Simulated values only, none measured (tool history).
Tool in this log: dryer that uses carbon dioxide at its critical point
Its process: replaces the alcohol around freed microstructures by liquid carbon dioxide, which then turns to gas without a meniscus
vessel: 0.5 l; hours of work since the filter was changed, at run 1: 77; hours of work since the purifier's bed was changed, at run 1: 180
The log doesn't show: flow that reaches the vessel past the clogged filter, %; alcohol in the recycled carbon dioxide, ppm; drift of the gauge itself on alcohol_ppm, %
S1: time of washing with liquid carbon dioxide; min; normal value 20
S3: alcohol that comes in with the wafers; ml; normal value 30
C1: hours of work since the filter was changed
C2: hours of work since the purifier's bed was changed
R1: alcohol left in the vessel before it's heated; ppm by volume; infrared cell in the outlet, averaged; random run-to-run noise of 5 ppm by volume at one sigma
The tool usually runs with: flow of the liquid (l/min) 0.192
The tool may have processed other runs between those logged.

{"run": 1, "hour": 0.0, "S1": 20, "flow of the liquid (l/min)": 0.192, "S3": 30, "C1": 77, "C2": 180, "R1": 77}
{"run": 2, "hour": 8.3, "S1": 20, "flow of the liquid (l/min)": 0.192, "S3": 30, "C1": 83, "C2": 186, "R1": 88}
{"run": 3, "hour": 14.7, "S1": 20, "flow of the liquid (l/min)": 0.192, "S3": 36, "C1": 88, "C2": 191, "R1": 93}
{"run": 4, "hour": 23.2, "S1": 20, "flow of the liquid (l/min)": 0.192, "S3": 36, "C1": 94, "C2": 197, "R1": 88}
{"run": 5, "hour": 33.0, "S1": 20, "flow of the liquid (l/min)": 0.192, "S3": 36, "C1": 102, "C2": 204, "R1": 94}
{"run": 6, "hour": 43.3, "S1": 20, "flow of the liquid (l/min)": 0.192, "S3": 36, "C1": 109, "C2": 212, "R1": 95}
{"run": 7, "hour": 49.3, "S1": 20, "flow of the liquid (l/min)": 0.192, "S3": 65, "C1": 114, "C2": 216, "R1": 138}
{"run": 8, "hour": 57.8, "S1": 20, "flow of the liquid (l/min)": 0.192, "S3": 65, "C1": 120, "C2": 222, "R1": 144}
{"run": 9, "hour": 63.6, "S1": 16, "flow of the liquid (l/min)": 0.127, "S3": 48, "C1": 124, "C2": 227, "R1": 2328}
{"run": 10, "hour": 72.4, "S1": 20, "flow of the liquid (l/min)": 0.27, "S3": 34, "C1": 131, "C2": 233, "R1": 67}
{"run": 11, "hour": 81.8, "S1": 23, "flow of the liquid (l/min)": 0.23, "S3": 30, "C1": 138, "C2": 240, "R1": 64}

What if the next run were any one of these 5? Each begins from the tool's condition after run 11:
{"run": "A", "hour": 87.9, "S1": 19, "flow of the liquid (l/min)": 0.316, "S3": 30, "C1": 142, "C2": 245, "R1": "?"}
{"run": "B", "hour": 87.9, "S1": 26, "flow of the liquid (l/min)": 0.162, "S3": 40, "C1": 142, "C2": 245, "R1": "?"}
{"run": "C", "hour": 87.9, "S1": 23, "flow of the liquid (l/min)": 0.132, "S3": 30, "C1": 142, "C2": 245, "R1": "?"}
{"run": "D", "hour": 87.9, "S1": 14, "flow of the liquid (l/min)": 0.243, "S3": 83, "C1": 142, "C2": 245, "R1": "?"}
{"run": "E", "hour": 87.9, "S1": 18, "flow of the liquid (l/min)": 0.286, "S3": 79, "C1": 142, "C2": 245, "R1": "?"}

run=A R1=50
run=B R1=90
run=C R1=291
run=D R1=296
run=E R1=68
Without the tool's hidden state the same runs would have given:
run=A R1=0
run=B R1=26
run=C R1=174
run=D R1=166
run=E R1=13
